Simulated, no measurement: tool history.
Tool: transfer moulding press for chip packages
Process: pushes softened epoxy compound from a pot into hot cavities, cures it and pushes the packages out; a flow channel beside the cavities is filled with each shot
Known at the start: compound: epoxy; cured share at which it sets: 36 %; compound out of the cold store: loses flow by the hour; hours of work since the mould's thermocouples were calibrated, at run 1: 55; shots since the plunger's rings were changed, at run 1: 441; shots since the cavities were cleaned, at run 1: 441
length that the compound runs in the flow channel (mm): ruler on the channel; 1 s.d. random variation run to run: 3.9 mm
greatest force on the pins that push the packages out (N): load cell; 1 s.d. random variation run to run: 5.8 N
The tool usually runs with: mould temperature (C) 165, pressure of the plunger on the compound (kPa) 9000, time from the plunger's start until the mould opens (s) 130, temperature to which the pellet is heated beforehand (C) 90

run	hour	mould temperature (C)	pressure of the plunger on the compound (kPa)	time from the plunger's start until the mould opens (s)	temperature to which the pellet is heated beforehand (C)	hours of work since the mould's thermocouples were calibrated	shots since the plunger's rings were changed	shots since the cavities were cleaned	incoming compound's hours out of the cold store	length that the compound runs in the flow channel (mm)	greatest force on the pins that push the packages out (N)
1	0	165	9000	130	90	55	441	441	36	712	297
# hour 36.7: cavities cleaned with cleaning compound and waxed
2	36.7	165	9000	130	90	77	784	0	35.3	716	224
3	59.9	165	9000	130	90	93	1011	227	39.8	690	253
4	98.7	165	9000	130	90	118	1389	605	14.8	801	320
# hour 115.6: cavities cleaned with cleaning compound and waxed
5	147.9	165	9000	119	90	149	1853	314	41.1	692	284
# hour 195.3: cavities cleaned with cleaning compound and waxed
6	198.2	157	9000	130	90	181	2328	28	36.1	742	362
7	220.1	165	10490	130	90	195	2542	242	33.2	776	253
8	257.1	160	9910	124	90	219	2902	602	11.9	874	494
# hour 276.5: cavities cleaned with cleaning compound and waxed
9	301	160	9910	124	90	246	3315	238	27.4	795	377
10	338.1	160	9910	124	90	270	3677	600	38.6	736	444
# hour 358.8: cavities cleaned with cleaning compound and waxed
11	365.7	160	9910	122	96	287	3931	67	36.2	747	333
12	391.1	165	9000	130	86	304	4179	315	26	731	280
13	434.7	170	7070	140	93	332	4603	739	42.3	574	272
# hour 438.5: cavities cleaned with cleaning compound and waxed
14	487.8	163	9000	130	90	366	5106	480	26.9	740	329

Consider 3 possible next runs. They are alternatives, not a sequence: every one starts from the tool as it was left by run 14. What does each give?
A	515.6	165	9000	160	85	384	5377	751	38.5	?	?
B	515.6	171	7190	130	82	384	5377	751	42.4	?	?
C	515.6	165	8500	150	90	384	5377	751	17.1	?	?

run	length that the compound runs in the flow channel (mm)	greatest force on the pins that push the packages out (N)
A	678	274
B	578	279
C	743	288
With the hidden condition removed and each run's random variation left untouched, the same runs would have given:
run	length that the compound runs in the flow channel (mm)	greatest force on the pins that push the packages out (N)
A	712	182
B	607	187
C	780	194
